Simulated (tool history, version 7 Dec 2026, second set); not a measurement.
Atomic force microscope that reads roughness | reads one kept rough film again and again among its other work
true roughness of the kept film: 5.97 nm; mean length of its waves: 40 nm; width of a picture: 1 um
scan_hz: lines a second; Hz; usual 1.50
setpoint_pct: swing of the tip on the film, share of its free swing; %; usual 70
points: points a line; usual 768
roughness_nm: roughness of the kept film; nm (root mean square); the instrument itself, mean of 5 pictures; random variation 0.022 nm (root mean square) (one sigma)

run	day	scan_hz	setpoint_pct	points	roughness_nm
1	0.000	1.50	70	768	5.371
2	0.658	1.50	70	768	5.287
3	1.400	1.50	70	768	5.122
4	2.396	1.50	70	350	4.993
5	3.262	1.50	70	350	4.940
6	4.075	1.50	70	768	4.848
7	4.621	1.50	70	768	4.775
8	5.746	1.50	70	768	4.648
9	6.275	1.50	70	768	4.571
# day 6.821: new tip fitted
10	7.012	1.50	70	768	5.319
11	7.975	1.50	70	768	5.199
12	8.825	1.50	70	768	5.015
13	9.742	1.50	70	768	4.908
14	10.704	1.50	70	768	4.839
15	11.321	1.50	74	768	4.711
16	12.004	1.50	69	768	4.692
17	13.179	1.43	69	768	4.562
# day 13.667: new tip fitted
18	14.000	1.43	69	768	5.340
19	14.604	1.43	69	768	5.233
20	15.321	2.50	69	768	5.008
21	16.383	2.50	69	768	4.837
22	17.104	2.50	69	768	4.761
23	18.121	0.73	70	768	4.849
24	19.412	0.73	70	768	4.685
# day 20.500: new tip fitted
25	20.671	0.73	70	768	5.376
26	21.642	1.50	70	768	5.233
27	22.446	3.31	76	687	4.806
28	23.675	3.31	76	687	4.628
29	24.325	1.48	77	684	4.773
30	25.221	1.48	77	684	4.723
31	26.371	1.48	77	684	4.557
# day 27.304: new tip fitted
32	27.696	1.22	70	263	5.309
33	28.788	1.42	82	340	5.005
34	29.621	1.39	86	347	4.897
35	30.854	0.73	86	1017	4.891
36	32.071	0.73	86	1017	4.778
37	33.183	1.50	57	473	4.731
38	33.754	1.50	57	473	4.642
# day 34.175: new tip fitted
39	34.471	1.65	89	758	5.040
40	35.600	1.65	60	758	5.231
41	36.708	2.64	70	324	4.871
42	37.508	2.64	70	324	4.775
43	38.400	2.64	70	324	4.647
44	39.017	2.39	55	465	4.797
45	39.925	0.83	84	271	4.574
# day 40.950: new tip fitted
46	40.958	2.04	84	271	5.015
47	41.742	2.04	71	271	5.120
48	42.471	2.04	71	271	5.065
49	43.446	2.04	71	271	4.935
50	44.183	2.71	71	360	4.816
51	45.192	1.50	70	759	4.782
52	46.017	1.50	70	759	4.696

Forecast each of these 3 alternatives for the next run:
A	46.888	3.12	70	316	?
B	46.888	1.50	67	561	?
C	46.888	2.46	86	460	?

run	roughness_nm
A	4.440
B	4.621
C	4.234
Without the tool's hidden state the same runs would have given:
run	roughness_nm
A	5.186
B	5.399
C	4.945
